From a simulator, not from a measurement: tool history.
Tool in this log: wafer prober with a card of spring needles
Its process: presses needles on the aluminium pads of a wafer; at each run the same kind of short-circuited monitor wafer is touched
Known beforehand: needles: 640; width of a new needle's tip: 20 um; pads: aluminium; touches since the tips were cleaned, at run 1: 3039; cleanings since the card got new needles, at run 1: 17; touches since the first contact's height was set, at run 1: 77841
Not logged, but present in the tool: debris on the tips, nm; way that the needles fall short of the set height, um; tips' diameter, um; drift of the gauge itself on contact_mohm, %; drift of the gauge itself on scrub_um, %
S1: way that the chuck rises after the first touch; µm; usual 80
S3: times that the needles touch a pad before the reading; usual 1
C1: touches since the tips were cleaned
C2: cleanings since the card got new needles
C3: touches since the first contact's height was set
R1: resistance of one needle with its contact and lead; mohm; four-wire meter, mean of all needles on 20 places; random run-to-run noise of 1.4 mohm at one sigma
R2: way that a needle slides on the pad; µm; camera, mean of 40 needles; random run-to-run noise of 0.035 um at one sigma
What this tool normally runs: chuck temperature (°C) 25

{"run": 1, "day": 0.0, "S1": 80, "chuck temperature (°C)": 25, "S3": 1, "C1": 3039, "C2": 17, "C3": 77841, "R1": 180, "R2": 13.39}
{"day": 0.1, "done": "tips cleaned on abrasive film"}
{"run": 2, "day": 0.333, "S1": 80, "chuck temperature (°C)": 90, "S3": 1, "C1": 2530, "C2": 18, "C3": 81403, "R1": 205, "R2": 13.32}
{"day": 0.467, "done": "tips cleaned on abrasive film"}
{"run": 3, "day": 0.646, "S1": 80, "chuck temperature (°C)": 33, "S3": 1, "C1": 1968, "C2": 19, "C3": 84772, "R1": 177, "R2": 13.24}
{"day": 0.821, "done": "tips cleaned on abrasive film"}
{"day": 0.938, "done": "tips cleaned on abrasive film, once more"}
{"run": 4, "day": 1.192, "S1": 80, "chuck temperature (°C)": 33, "S3": 1, "C1": 2748, "C2": 21, "C3": 90593, "R1": 183, "R2": 13.28}
{"day": 1.288, "done": "tips cleaned on abrasive film"}
{"run": 5, "day": 1.421, "S1": 65, "chuck temperature (°C)": 25, "S3": 1, "C1": 1459, "C2": 22, "C3": 93040, "R1": 190, "R2": 10.65}
{"day": 1.633, "done": "tips cleaned on abrasive film"}
{"run": 6, "day": 1.95, "S1": 65, "chuck temperature (°C)": 25, "S3": 1, "C1": 3456, "C2": 23, "C3": 98748, "R1": 217, "R2": 10.61}
{"day": 1.983, "done": "tips cleaned on abrasive film"}
{"run": 7, "day": 2.175, "S1": 80, "chuck temperature (°C)": 25, "S3": 1, "C1": 2098, "C2": 24, "C3": 101170, "R1": 177, "R2": 13.15}
{"day": 2.342, "done": "tips cleaned on abrasive film"}
{"run": 8, "day": 2.475, "S1": 80, "chuck temperature (°C)": 25, "S3": 1, "C1": 1439, "C2": 25, "C3": 104373, "R1": 168, "R2": 13.16}
{"day": 2.525, "done": "height of the first contact set anew"}
{"day": 2.733, "done": "tips cleaned on abrasive film"}
{"run": 9, "day": 2.942, "S1": 80, "chuck temperature (°C)": 117, "S3": 1, "C1": 2302, "C2": 26, "C3": 4509, "R1": 182, "R2": 13.69}
{"day": 3.083, "done": "tips cleaned on abrasive film"}
{"day": 3.433, "done": "tips cleaned on abrasive film"}
{"run": 10, "day": 3.479, "S1": 80, "chuck temperature (°C)": 117, "S3": 1, "C1": 492, "C2": 28, "C3": 10216, "R1": 156, "R2": 13.63}
{"day": 3.808, "done": "tips cleaned on abrasive film"}
{"run": 11, "day": 4.008, "S1": 80, "chuck temperature (°C)": 25, "S3": 1, "C1": 2171, "C2": 29, "C3": 15926, "R1": 171, "R2": 13.6}
{"day": 4.183, "done": "tips cleaned on abrasive film"}
{"run": 12, "day": 4.429, "S1": 62, "chuck temperature (°C)": 25, "S3": 1, "C1": 2655, "C2": 30, "C3": 20459, "R1": 211, "R2": 10.57}
{"day": 4.533, "done": "tips cleaned on abrasive film"}
{"run": 13, "day": 4.796, "S1": 62, "chuck temperature (°C)": 57, "S3": 1, "C1": 2861, "C2": 31, "C3": 24418, "R1": 214, "R2": 10.54}
{"day": 4.888, "done": "tips cleaned on abrasive film"}
{"run": 14, "day": 5.046, "S1": 80, "chuck temperature (°C)": 25, "S3": 1, "C1": 1678, "C2": 32, "C3": 27053, "R1": 166, "R2": 13.59}
{"day": 5.242, "done": "tips cleaned on abrasive film"}
{"run": 15, "day": 5.396, "S1": 80, "chuck temperature (°C)": 25, "S3": 1, "C1": 1668, "C2": 33, "C3": 30818, "R1": 170, "R2": 13.63}
{"day": 5.588, "done": "tips cleaned on abrasive film"}
{"run": 16, "day": 5.821, "S1": 80, "chuck temperature (°C)": 25, "S3": 1, "C1": 2549, "C2": 34, "C3": 35414, "R1": 179, "R2": 13.52}
{"day": 5.95, "done": "tips cleaned on abrasive film"}
{"run": 17, "day": 6.112, "S1": 80, "chuck temperature (°C)": 25, "S3": 2, "C1": 1737, "C2": 35, "C3": 38515, "R1": 154, "R2": 13.57}
{"day": 6.308, "done": "tips cleaned on abrasive film"}
{"run": 18, "day": 6.508, "S1": 74, "chuck temperature (°C)": 25, "S3": 1, "C1": 2177, "C2": 36, "C3": 42762, "R1": 185, "R2": 12.41}
{"day": 6.662, "done": "tips cleaned on abrasive film"}
{"run": 19, "day": 6.821, "S1": 80, "chuck temperature (°C)": 37, "S3": 3, "C1": 1715, "C2": 37, "C3": 46134, "R1": 148, "R2": 13.47}
{"day": 7.017, "done": "tips cleaned on abrasive film"}
{"run": 20, "day": 7.154, "S1": 80, "chuck temperature (°C)": 85, "S3": 3, "C1": 1487, "C2": 38, "C3": 49691, "R1": 150, "R2": 13.44}
{"day": 7.371, "done": "tips cleaned on abrasive film"}
{"run": 21, "day": 7.575, "S1": 80, "chuck temperature (°C)": 42, "S3": 1, "C1": 2220, "C2": 39, "C3": 54228, "R1": 179, "R2": 13.46}
{"day": 7.729, "done": "tips cleaned on abrasive film"}
{"run": 22, "day": 7.817, "S1": 76, "chuck temperature (°C)": 25, "S3": 1, "C1": 949, "C2": 40, "C3": 56790, "R1": 162, "R2": 12.64}
{"day": 8.083, "done": "tips cleaned on abrasive film"}
{"run": 23, "day": 8.304, "S1": 76, "chuck temperature (°C)": 83, "S3": 1, "C1": 2386, "C2": 41, "C3": 62048, "R1": 190, "R2": 12.6}
{"day": 8.442, "done": "tips cleaned on abrasive film"}
{"run": 24, "day": 8.642, "S1": 76, "chuck temperature (°C)": 83, "S3": 1, "C1": 2179, "C2": 42, "C3": 65699, "R1": 191, "R2": 12.75}
{"day": 8.788, "done": "tips cleaned on abrasive film"}
{"run": 25, "day": 9.125, "S1": 76, "chuck temperature (°C)": 83, "S3": 1, "C1": 3652, "C2": 43, "C3": 70880, "R1": 199, "R2": 12.66}
{"day": 9.154, "done": "tips cleaned on abrasive film"}
{"run": 26, "day": 9.388, "S1": 76, "chuck temperature (°C)": 83, "S3": 1, "C1": 2516, "C2": 44, "C3": 73668, "R1": 193, "R2": 12.62}
{"day": 9.521, "done": "tips cleaned on abrasive film"}
{"day": 9.862, "done": "tips cleaned on abrasive film"}
{"run": 27, "day": 9.892, "S1": 78, "chuck temperature (°C)": 81, "S3": 2, "C1": 299, "C2": 46, "C3": 79077, "R1": 148, "R2": 12.87}
{"run": 28, "day": 10.171, "S1": 72, "chuck temperature (°C)": 26, "S3": 2, "C1": 3334, "C2": 46, "C3": 82112, "R1": 177, "R2": 11.91}
{"day": 10.217, "done": "tips cleaned on abrasive film"}
{"day": 10.579, "done": "tips cleaned on abrasive film"}
{"run": 29, "day": 10.696, "S1": 72, "chuck temperature (°C)": 26, "S3": 2, "C1": 1292, "C2": 48, "C3": 87731, "R1": 158, "R2": 11.89}
{"day": 10.942, "done": "tips cleaned on abrasive film"}
{"run": 30, "day": 11.217, "S1": 72, "chuck temperature (°C)": 53, "S3": 2, "C1": 2996, "C2": 49, "C3": 93329, "R1": 182, "R2": 11.86}
{"day": 11.312, "done": "tips cleaned on abrasive film"}
{"run": 31, "day": 11.621, "S1": 72, "chuck temperature (°C)": 53, "S3": 2, "C1": 3351, "C2": 50, "C3": 97692, "R1": 179, "R2": 11.82}

Results per run with the tool's hidden condition removed, run-to-run variation unchanged:
run=1 R1=127 R2=13.72
run=2 R1=139 R2=13.76
run=3 R1=131 R2=13.70
run=4 R1=130 R2=13.77
run=5 R1=131 R2=11.16
run=6 R1=129 R2=11.14
run=7 R1=128 R2=13.69
run=8 R1=128 R2=13.72
run=9 R1=142 R2=13.71
run=10 R1=140 R2=13.68
run=11 R1=127 R2=13.67
run=12 R1=129 R2=10.66
run=13 R1=136 R2=10.65
run=14 R1=127 R2=13.72
run=15 R1=126 R2=13.78
run=16 R1=129 R2=13.68
run=17 R1=129 R2=13.76
run=18 R1=129 R2=12.62
run=19 R1=132 R2=13.70
run=20 R1=136 R2=13.70
run=21 R1=131 R2=13.74
run=22 R1=129 R2=12.94
run=23 R1=136 R2=12.92
run=24 R1=138 R2=13.10
run=25 R1=136 R2=13.02
run=26 R1=136 R2=13.01
run=27 R1=137 R2=13.30
run=28 R1=130 R2=12.34
run=29 R1=128 R2=12.36
run=30 R1=136 R2=12.34
run=31 R1=134 R2=12.33

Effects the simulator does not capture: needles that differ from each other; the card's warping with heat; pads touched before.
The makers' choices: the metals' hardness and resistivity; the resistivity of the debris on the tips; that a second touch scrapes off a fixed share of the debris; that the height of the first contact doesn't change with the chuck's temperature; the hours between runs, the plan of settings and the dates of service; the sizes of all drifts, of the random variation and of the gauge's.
